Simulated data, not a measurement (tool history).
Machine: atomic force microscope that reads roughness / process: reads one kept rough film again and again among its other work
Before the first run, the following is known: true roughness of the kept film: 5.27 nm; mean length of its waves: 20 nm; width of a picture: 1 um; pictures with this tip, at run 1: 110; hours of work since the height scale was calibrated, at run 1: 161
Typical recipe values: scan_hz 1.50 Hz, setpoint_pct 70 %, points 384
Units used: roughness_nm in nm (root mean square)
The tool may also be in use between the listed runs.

run	hour	scan_hz	setpoint_pct	points	pictures with this tip	hours of work since the height scale was calibrated	roughness_nm
1	0.0	1.50	70	384	110	161	2.081
# hour 30.7: new tip fitted
2	45.8	1.50	70	384	18	183	3.180
3	70.3	1.50	70	384	47	195	2.718
4	111.8	1.50	70	384	96	215	2.202
# hour 155.0: new tip fitted
5	167.5	1.50	70	384	15	241	3.231
6	227.0	1.50	70	384	85	269	2.285
# hour 230.8: height scale calibrated on a step standard
7	264.9	1.50	56	384	129	16	1.990
# hour 281.6: new tip fitted
8	307.9	1.50	70	351	31	37	2.886
9	366.8	1.50	70	351	101	65	2.113
# hour 397.0: height scale calibrated on a step standard, once more
10	399.6	1.50	73	384	139	1	1.811
# hour 408.2: new tip fitted
11	438.4	1.50	73	384	36	20	2.834
12	464.7	1.50	59	475	67	32	2.563
13	520.6	1.50	59	475	133	59	1.926
# hour 530.5: new tip fitted
14	570.1	3.27	70	384	47	82	2.480
15	611.5	0.58	79	458	96	102	2.191
# hour 654.2: new tip fitted
16	668.6	2.13	70	435	17	129	3.148
17	708.6	0.83	67	726	64	148	2.650
18	740.5	0.83	67	726	102	163	2.241
# hour 780.0: new tip fitted
19	792.9	1.03	70	424	15	188	3.315
20	826.7	1.03	76	568	55	204	2.647

What if the next run were any one of these 5? Each begins from the tool's condition after run 20:
A	881.7	1.06	70	384	121	231	?
B	881.7	1.50	56	384	121	231	?
C	881.7	1.01	59	568	121	231	?
D	881.7	1.12	84	639	121	231	?
E	881.7	1.50	70	503	121	231	?

run	roughness_nm
A	2.037
B	2.065
C	2.081
D	1.941
E	1.992
The same runs, with their run-to-run variation unchanged, on a tool lacking any hidden condition would have given:
run	roughness_nm
A	3.679
B	3.735
C	3.761
D	3.508
E	3.604
